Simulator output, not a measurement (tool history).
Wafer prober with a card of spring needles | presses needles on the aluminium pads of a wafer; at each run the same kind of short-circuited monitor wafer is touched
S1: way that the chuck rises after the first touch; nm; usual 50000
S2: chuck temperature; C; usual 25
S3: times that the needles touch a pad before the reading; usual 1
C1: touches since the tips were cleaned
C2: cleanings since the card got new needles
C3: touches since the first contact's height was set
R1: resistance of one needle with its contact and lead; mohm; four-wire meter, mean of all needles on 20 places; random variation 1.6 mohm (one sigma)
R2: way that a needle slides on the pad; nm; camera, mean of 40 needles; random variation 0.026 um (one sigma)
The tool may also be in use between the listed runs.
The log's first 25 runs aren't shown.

run     day     S1  S2  S3    C1  C2      C3   R1     R2
     18.683  -- tips cleaned on abrasive film
 26  18.833  64000  34   3  1898  46   90165  176  13120
     19.433  -- tips cleaned on abrasive film
 27  19.583  36000  34   3  1877  47   99564  224   7230
 28  20.038  33000  34   3  7570  47  105257  318   6590
     20.175  -- tips cleaned on abrasive film
 29  20.608  45000  59   1  5458  48  112382  374   9040
     20.942  -- tips cleaned on abrasive film
 30  21.358  45000  59   1  5269  49  121781  356   9030
     21.658  -- tips cleaned on abrasive film
 31  22.138  66000  26   2  6029  50  131514  228  13360
     22.408  -- tips cleaned on abrasive film
     23.179  -- tips cleaned on abrasive film
 32  23.183  66000  26   2    55  52  144570  165  13300
 33  23.696  52000  25   3  6456  52  150971  227  10400
     23.912  -- tips cleaned on abrasive film
 34  24.483  50000  25   1  7203  53  160853  369   9970

Forecast each of these 3 alternatives for the next run:
     24.638  -- tips cleaned on abrasive film
  A  25.012  50000  25   2  4728  54  167449   ?   ?
     24.638  -- tips cleaned on abrasive film
  B  25.012  68000  25   1  4728  54  167449   ?   ?
     24.638  -- tips cleaned on abrasive film
  C  25.012  43000  54   1  4728  54  167449   ?   ?

run   R1     R2
  A  263   9930
  B  254  13670
  C  385   8520
Without the tool's hidden state the same runs would have given:
run   R1     R2
  A  158  10360
  B  154  14100
  C  166   8960
